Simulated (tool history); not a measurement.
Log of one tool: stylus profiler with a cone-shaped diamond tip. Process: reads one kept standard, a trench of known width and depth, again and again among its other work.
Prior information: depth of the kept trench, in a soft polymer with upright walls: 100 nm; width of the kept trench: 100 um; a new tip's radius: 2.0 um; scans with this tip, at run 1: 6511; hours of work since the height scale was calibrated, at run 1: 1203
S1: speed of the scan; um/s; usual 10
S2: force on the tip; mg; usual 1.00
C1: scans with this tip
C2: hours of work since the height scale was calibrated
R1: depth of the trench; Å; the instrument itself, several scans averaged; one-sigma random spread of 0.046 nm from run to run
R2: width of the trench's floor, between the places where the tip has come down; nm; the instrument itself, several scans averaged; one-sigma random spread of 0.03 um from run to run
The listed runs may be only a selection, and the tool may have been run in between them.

Run 1, hour 0.0: usual settings; C1 6511; C2 1203. Result: R1 1006.5 Å, R2 98690 nm.
Run 2, hour 33.1: usual settings; C1 6641; C2 1227. Result: R1 1005.5 Å, R2 98690 nm.
Run 3, hour 55.8: usual settings; C1 6731; C2 1244. Result: R1 1005.2 Å, R2 98660 nm.
Run 4, hour 101.3: usual settings but S1 8 um/s; C1 6910; C2 1277. Result: R1 1005.5 Å, R2 98750 nm.
Run 5, hour 138.1: usual settings but S1 17 um/s; C1 7055; C2 1304. Result: R1 1007.0 Å, R2 98650 nm.
Run 6, hour 170.6: usual settings but S1 40 um/s; C1 7183; C2 1327. Result: R1 1005.6 Å, R2 98540 nm.
Run 7, hour 215.8: usual settings but S1 40 um/s; C1 7361; C2 1360. Result: R1 1005.7 Å, R2 98530 nm.
Run 8, hour 238.3: usual settings but S1 40 um/s; C1 7450; C2 1377. Result: R1 1007.0 Å, R2 98520 nm.
Run 9, hour 261.9: usual settings; C1 7543; C2 1394. Result: R1 1006.2 Å, R2 98690 nm.
Run 10, hour 299.8: usual settings; C1 7692; C2 1421. Result: R1 1006.1 Å, R2 98730 nm.
Run 11, hour 320.4: usual settings; C1 7773; C2 1437. Result: R1 1005.3 Å, R2 98710 nm.
At hour 360.5: height scale calibrated on a step standard.
Run 12, hour 364.8: usual settings; C1 7946; C2 3. Result: R1 1005.6 Å, R2 98710 nm.
Run 13, hour 405.0: usual settings; C1 8104; C2 32. Result: R1 1006.2 Å, R2 98690 nm.
Run 14, hour 436.2: usual settings; C1 8228; C2 55. Result: R1 1005.7 Å, R2 98750 nm.
Run 15, hour 468.0: usual settings; C1 8353; C2 78. Result: R1 1007.1 Å, R2 98710 nm.
Run 16, hour 490.5: usual settings; C1 8441; C2 95. Result: R1 1006.6 Å, R2 98730 nm.
Run 17, hour 520.5: usual settings but S2 1.75 mg; C1 8560; C2 116. Result: R1 1009.1 Å, R2 98690 nm.
Run 18, hour 541.0: usual settings but S2 1.75 mg; C1 8640; C2 131. Result: R1 1008.4 Å, R2 98710 nm.
Run 19, hour 563.4: usual settings but S2 1.75 mg; C1 8729; C2 148. Result: R1 1008.8 Å, R2 98690 nm.
Run 20, hour 603.6: usual settings but S2 1.75 mg; C1 8887; C2 177. Result: R1 1009.6 Å, R2 98720 nm.
Run 21, hour 651.7: usual settings; C1 9077; C2 212. Result: R1 1005.2 Å, R2 98680 nm.
Run 22, hour 678.6: usual settings but S1 12 um/s; C1 9183; C2 232. Result: R1 1006.0 Å, R2 98650 nm.
Run 23, hour 709.9: usual settings; C1 9306; C2 254. Result: R1 1005.8 Å, R2 98700 nm.
Run 24, hour 738.1: usual settings but S1 7 um/s, S2 0.38 mg; C1 9417; C2 275. Result: R1 1002.6 Å, R2 98720 nm.
Run 25, hour 769.7: usual settings but S1 34 um/s, S2 0.34 mg; C1 9542; C2 298. Result: R1 1003.7 Å, R2 98490 nm.
Run 26, hour 815.6: usual settings but S1 34 um/s, S2 0.34 mg; C1 9723; C2 331. Result: R1 1003.4 Å, R2 98400 nm.
Run 27, hour 862.3: usual settings but S1 17 um/s, S2 2.25 mg; C1 9907; C2 365. Result: R1 1010.3 Å, R2 98700 nm.
Run 28, hour 896.4: usual settings but S1 3 um/s, S2 0.35 mg; C1 10041; C2 390. Result: R1 1003.2 Å, R2 98730 nm.
Run 29, hour 943.8: usual settings but S2 1.24 mg; C1 10228; C2 425. Result: R1 1006.7 Å, R2 98740 nm.
Run 30, hour 974.6: usual settings but S2 1.24 mg; C1 10349; C2 447. Result: R1 1006.3 Å, R2 98690 nm.
Run 31, hour 1002.9: usual settings but S1 8 um/s; C1 10461; C2 468. Result: R1 1005.4 Å, R2 98670 nm.
Run 32, hour 1027.9: usual settings but S1 8 um/s, S2 2.56 mg; C1 10559; C2 486. Result: R1 1011.5 Å, R2 98740 nm.
Run 33, hour 1063.1: usual settings but S1 5 um/s, S2 0.36 mg; C1 10698; C2 512. Result: R1 1003.2 Å, R2 98700 nm.
Run 34, hour 1103.1: usual settings but S1 5 um/s, S2 0.36 mg; C1 10855; C2 541. Result: R1 1002.9 Å, R2 98680 nm.
Run 35, hour 1127.3: usual settings but S1 6 um/s, S2 0.99 mg; C1 10951; C2 558. Result: R1 1006.6 Å, R2 98700 nm.
Run 36, hour 1154.3: usual settings but S1 6 um/s, S2 0.99 mg; C1 11057; C2 578. Result: R1 1005.4 Å, R2 98710 nm.
Run 37, hour 1186.9: usual settings but S1 9 um/s, S2 1.54 mg; C1 11186; C2 602. Result: R1 1007.9 Å, R2 98700 nm.
Run 38, hour 1210.1: usual settings but S1 9 um/s, S2 1.54 mg; C1 11277; C2 619. Result: R1 1008.6 Å, R2 98720 nm.
Run 39, hour 1252.8: usual settings but S1 9 um/s, S2 1.54 mg; C1 11445; C2 650. Result: R1 1008.5 Å, R2 98750 nm.
At hour 1282.8: new tip fitted, height scale calibrated.
Run 40, hour 1293.5: usual settings but S1 9 um/s, S2 1.54 mg; C1 42; C2 8. Result: R1 1008.2 Å, R2 98740 nm.
Run 41, hour 1331.9: usual settings but S1 9 um/s, S2 0.53 mg; C1 193; C2 36. Result: R1 1004.0 Å, R2 98700 nm.
Run 42, hour 1379.7: usual settings but S1 9 um/s, S2 0.53 mg; C1 381; C2 71. Result: R1 1003.5 Å, R2 98630 nm.
Run 43, hour 1424.0: usual settings but S2 2.80 mg; C1 556; C2 103. Result: R1 1012.2 Å, R2 98690 nm.
Run 44, hour 1471.0: usual settings but S2 2.80 mg; C1 741; C2 137. Result: R1 1012.4 Å, R2 98680 nm.
Run 45, hour 1501.8: usual settings but S1 23 um/s, S2 0.63 mg; C1 863; C2 159. Result: R1 1004.4 Å, R2 98570 nm.

Hidden condition of the tool, last listed run before each entry between runs versus first listed run after:
In the gap between runs 11 and 12: height scale calibrated on a step standard (hour 360.5)
  height scale over the true one, %: -0.004 -> 0
In the gap between runs 39 and 40: new tip fitted, height scale calibrated (hour 1282.8)
  radius of the tip, um: 2.04 -> 2; height scale over the true one, %: -0.002 -> 0
